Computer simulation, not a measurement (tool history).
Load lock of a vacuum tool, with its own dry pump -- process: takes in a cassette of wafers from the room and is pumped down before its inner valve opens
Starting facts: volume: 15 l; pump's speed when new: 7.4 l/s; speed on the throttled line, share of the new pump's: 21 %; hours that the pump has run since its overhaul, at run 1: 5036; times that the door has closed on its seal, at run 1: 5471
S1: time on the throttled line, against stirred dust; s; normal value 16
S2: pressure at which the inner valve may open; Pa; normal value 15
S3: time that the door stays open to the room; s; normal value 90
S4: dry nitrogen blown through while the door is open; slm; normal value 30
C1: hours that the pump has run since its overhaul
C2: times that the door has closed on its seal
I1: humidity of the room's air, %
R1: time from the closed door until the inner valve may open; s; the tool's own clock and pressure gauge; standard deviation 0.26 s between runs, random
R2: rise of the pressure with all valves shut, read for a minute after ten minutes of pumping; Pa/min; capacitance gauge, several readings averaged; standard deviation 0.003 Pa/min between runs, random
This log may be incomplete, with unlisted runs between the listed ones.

| run | hour | S1 | S2 | S3 | S4 | C1 | C2 | I1 | R1 | R2 |
|---|---|---|---|---|---|---|---|---|---|---|
| 1 | 0.0 | 16 | 15 | 90 | 30 | 5036 | 5471 | 51.3 | 32.7 | 0.039 |
| 2 | 188.9 | 16 | 15 | 90 | 30 | 5225 | 5673 | 45.9 | 33.3 | 0.031 |
| 3 | 327.9 | 16 | 15 | 90 | 10 | 5364 | 5821 | 41.4 | 32.9 | 0.047 |
| 4 | 521.1 | 16 | 15 | 90 | 10 | 5557 | 6027 | 45.2 | 33.2 | 0.045 |
| 5 | 698.6 | 16 | 15 | 90 | 10 | 5735 | 6217 | 49.2 | 33.8 | 0.054 |
| 6 | 855.1 | 16 | 15 | 90 | 10 | 5891 | 6384 | 45.5 | 33.6 | 0.049 |
| 7 | 1031.9 | 16 | 15 | 90 | 10 | 6068 | 6572 | 49.4 | 33.7 | 0.054 |
| 8 | 1289.2 | 16 | 15 | 90 | 10 | 6326 | 6847 | 48.7 | 33.5 | 0.052 |
| 9 | 1547.2 | 16 | 15 | 90 | 10 | 6584 | 7122 | 47.3 | 33.7 | 0.053 |
| 10 | 1705.9 | 16 | 15 | 90 | 10 | 6742 | 7292 | 44.1 | 34.3 | 0.060 |
| 11 | 1928.4 | 16 | 15 | 90 | 10 | 6965 | 7529 | 41.5 | 34.4 | 0.056 |
| 12 | 2192.8 | 16 | 28 | 90 | 30 | 7229 | 7812 | 43.6 | 32.8 | 0.043 |
| 13 | 2361.2 | 16 | 19 | 90 | 30 | 7398 | 7991 | 41.3 | 33.5 | 0.041 |
| 14 | 2538.3 | 16 | 12 | 90 | 30 | 7575 | 8180 | 46.3 | 35.6 | 0.044 |
| 15 | 2776.2 | 16 | 12 | 90 | 30 | 7813 | 8434 | 45.2 | 35.7 | 0.050 |
| 16 | 2927.0 | 16 | 12 | 90 | 30 | 7963 | 8595 | 43.8 | 35.4 | 0.045 |
| 17 | 3125.1 | 16 | 15 | 90 | 30 | 8161 | 8807 | 43.7 | 35.1 | 0.051 |
| 18 | 3350.4 | 16 | 15 | 90 | 30 | 8387 | 9047 | 42.4 | 34.8 | 0.049 |
| 19 | 3488.4 | 16 | 15 | 90 | 30 | 8525 | 9195 | 48.4 | 35.6 | 0.050 |
| 20 | 3663.8 | 16 | 15 | 90 | 30 | 8700 | 9382 | 43.0 | 35.3 | 0.050 |
| 21 | 3920.4 | 8 | 27 | 228 | 37 | 8957 | 9656 | 45.2 | 28.3 | 0.054 |
| 22 | 4079.2 | 8 | 27 | 228 | 37 | 9116 | 9825 | 47.7 | 28.1 | 0.062 |
| 23 | 4290.8 | 14 | 14 | 228 | 14 | 9327 | 10051 | 43.2 | 34.8 | 0.076 |
| 24 | 4480.8 | 14 | 14 | 193 | 14 | 9517 | 10254 | 48.2 | 34.6 | 0.076 |
| 25 | 4642.2 | 14 | 14 | 193 | 14 | 9679 | 10426 | 45.5 | 34.9 | 0.076 |
| 26 | 4864.1 | 9 | 16 | 45 | 5 | 9900 | 10663 | 45.5 | 30.8 | 0.073 |
| 27 | 5091.1 | 9 | 16 | 45 | 5 | 10127 | 10906 | 44.3 | 30.8 | 0.078 |
| 28 | 5229.3 | 9 | 16 | 45 | 5 | 10266 | 11053 | 47.0 | 31.5 | 0.076 |
|  | 5325.9 | dry pump taken out, an overhauled one fitted |
| 29 | 5388.2 | 16 | 20 | 220 | 8 | 62 | 11216 | 45.4 | 31.0 | 0.100 |
| 30 | 5556.2 | 16 | 27 | 29 | 30 | 230 | 11396 | 48.8 | 29.9 | 0.055 |
| 31 | 5819.7 | 10 | 15 | 90 | 4 | 494 | 11677 | 42.5 | 26.4 | 0.091 |
| 32 | 6005.8 | 10 | 28 | 27 | 4 | 680 | 11876 | 46.2 | 25.1 | 0.078 |
| 33 | 6248.8 | 10 | 16 | 74 | 4 | 923 | 12135 | 46.7 | 26.2 | 0.097 |
| 34 | 6433.3 | 10 | 16 | 74 | 35 | 1107 | 12332 | 43.6 | 26.5 | 0.069 |
| 35 | 6599.7 | 10 | 16 | 203 | 27 | 1274 | 12510 | 44.7 | 26.1 | 0.082 |
| 36 | 6781.9 | 10 | 18 | 39 | 27 | 1456 | 12704 | 43.5 | 26.5 | 0.062 |
| 37 | 6912.0 | 10 | 18 | 39 | 27 | 1586 | 12843 | 45.8 | 26.3 | 0.070 |

Predict each of these 4 candidate next runs independently; none follows another, all start after run 37:
| A | 7050.0 | 16 | 15 | 90 | 4 | 1724 | 12990 | 45.8 | ? | ? |
| B | 7050.0 | 16 | 17 | 101 | 30 | 1724 | 12990 | 46.4 | ? | ? |
| C | 7050.0 | 10 | 18 | 39 | 10 | 1724 | 12990 | 43.7 | ? | ? |
| D | 7050.0 | 11 | 15 | 81 | 25 | 1724 | 12990 | 39.3 | ? | ? |

| run | R1 | R2 |
|---|---|---|
| A | 31.5 | 0.096 |
| B | 31.4 | 0.075 |
| C | 26.5 | 0.078 |
| D | 27.2 | 0.070 |
What these runs would have given with no unlogged condition in the tool:
| run | R1 | R2 |
|---|---|---|
| A | 30.7 | 0.044 |
| B | 30.6 | 0.023 |
| C | 25.6 | 0.025 |
| D | 26.3 | 0.017 |
